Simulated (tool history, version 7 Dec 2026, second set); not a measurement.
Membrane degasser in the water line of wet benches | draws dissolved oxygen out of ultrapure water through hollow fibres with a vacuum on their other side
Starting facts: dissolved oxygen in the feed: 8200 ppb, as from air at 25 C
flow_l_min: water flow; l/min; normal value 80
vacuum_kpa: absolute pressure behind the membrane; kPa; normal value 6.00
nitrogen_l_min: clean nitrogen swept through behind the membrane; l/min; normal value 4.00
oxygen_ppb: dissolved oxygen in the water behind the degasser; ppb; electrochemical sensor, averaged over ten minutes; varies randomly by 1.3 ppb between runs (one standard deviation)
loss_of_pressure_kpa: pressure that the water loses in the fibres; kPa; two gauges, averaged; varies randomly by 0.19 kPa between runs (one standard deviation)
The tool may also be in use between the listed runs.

Run 1, day 0.000: usual settings. Result: oxygen_ppb 135.1 ppb, loss_of_pressure_kpa 38.59 kPa.
Run 2, day 8.967: usual settings. Result: oxygen_ppb 133.4 ppb, loss_of_pressure_kpa 38.96 kPa.
Run 3, day 18.162: usual settings but vacuum_kpa 4.42 kPa. Result: oxygen_ppb 67.1 ppb, loss_of_pressure_kpa 38.97 kPa.
Run 4, day 24.138: usual settings but vacuum_kpa 4.42 kPa. Result: oxygen_ppb 68.8 ppb, loss_of_pressure_kpa 38.71 kPa.
Run 5, day 30.738: usual settings but nitrogen_l_min 4.56 l/min. Result: oxygen_ppb 122.4 ppb, loss_of_pressure_kpa 39.14 kPa.
Run 6, day 36.512: usual settings but nitrogen_l_min 4.56 l/min. Result: oxygen_ppb 124.5 ppb, loss_of_pressure_kpa 39.01 kPa.
Run 7, day 45.438: usual settings but nitrogen_l_min 4.56 l/min. Result: oxygen_ppb 122.9 ppb, loss_of_pressure_kpa 38.88 kPa.
Run 8, day 50.917: usual settings but flow_l_min 73 l/min, vacuum_kpa 3.61 kPa. Result: oxygen_ppb 31.2 ppb, loss_of_pressure_kpa 35.81 kPa.
Run 9, day 59.717: usual settings but flow_l_min 54 l/min, vacuum_kpa 13.21 kPa, nitrogen_l_min 10.11 l/min. Result: oxygen_ppb 131.1 ppb, loss_of_pressure_kpa 26.45 kPa.
Run 10, day 64.567: usual settings but flow_l_min 88 l/min. Result: oxygen_ppb 159.7 ppb, loss_of_pressure_kpa 43.68 kPa.
At day 65.154: vacuum gauge calibrated.
Run 11, day 70.429: usual settings but flow_l_min 120 l/min, vacuum_kpa 12.17 kPa, nitrogen_l_min 10.09 l/min. Result: oxygen_ppb 296.1 ppb, loss_of_pressure_kpa 59.08 kPa.
Run 12, day 75.496: usual settings but flow_l_min 120 l/min, vacuum_kpa 12.17 kPa, nitrogen_l_min 10.09 l/min. Result: oxygen_ppb 296.6 ppb, loss_of_pressure_kpa 59.41 kPa.
Run 13, day 83.829: usual settings but flow_l_min 75 l/min, vacuum_kpa 6.04 kPa, nitrogen_l_min 9.40 l/min. Result: oxygen_ppb 69.5 ppb, loss_of_pressure_kpa 37.26 kPa.
Run 14, day 93.542: usual settings but flow_l_min 102 l/min, nitrogen_l_min 8.35 l/min. Result: oxygen_ppb 114.3 ppb, loss_of_pressure_kpa 50.73 kPa.

Alternative continuations, all from the tool just after run 14; predict every row:
Run A, day 102.671: usual settings but flow_l_min 49 l/min, nitrogen_l_min 9.86 l/min. Result: oxygen_ppb ?, loss_of_pressure_kpa ?.
Run B, day 102.671: usual settings but flow_l_min 65 l/min, vacuum_kpa 3.88 kPa, nitrogen_l_min 3.34 l/min. Result: oxygen_ppb ?, loss_of_pressure_kpa ?.
Run C, day 102.671: usual settings but flow_l_min 50 l/min, vacuum_kpa 9.57 kPa, nitrogen_l_min 2.65 l/min. Result: oxygen_ppb ?, loss_of_pressure_kpa ?.
Run D, day 102.671: usual settings but vacuum_kpa 10.70 kPa. Result: oxygen_ppb ?, loss_of_pressure_kpa ?.

run  oxygen_ppb  loss_of_pressure_kpa
  A        41.9                 24.66
  B        53.7                 32.12
  C       283.9                 25.02
  D       351.3                 40.07
Had the tool no hidden state, the same runs would have come out as:
run  oxygen_ppb  loss_of_pressure_kpa
  A        35.0                 23.42
  B        30.6                 30.49
  C       261.8                 23.76
  D       326.8                 38.06

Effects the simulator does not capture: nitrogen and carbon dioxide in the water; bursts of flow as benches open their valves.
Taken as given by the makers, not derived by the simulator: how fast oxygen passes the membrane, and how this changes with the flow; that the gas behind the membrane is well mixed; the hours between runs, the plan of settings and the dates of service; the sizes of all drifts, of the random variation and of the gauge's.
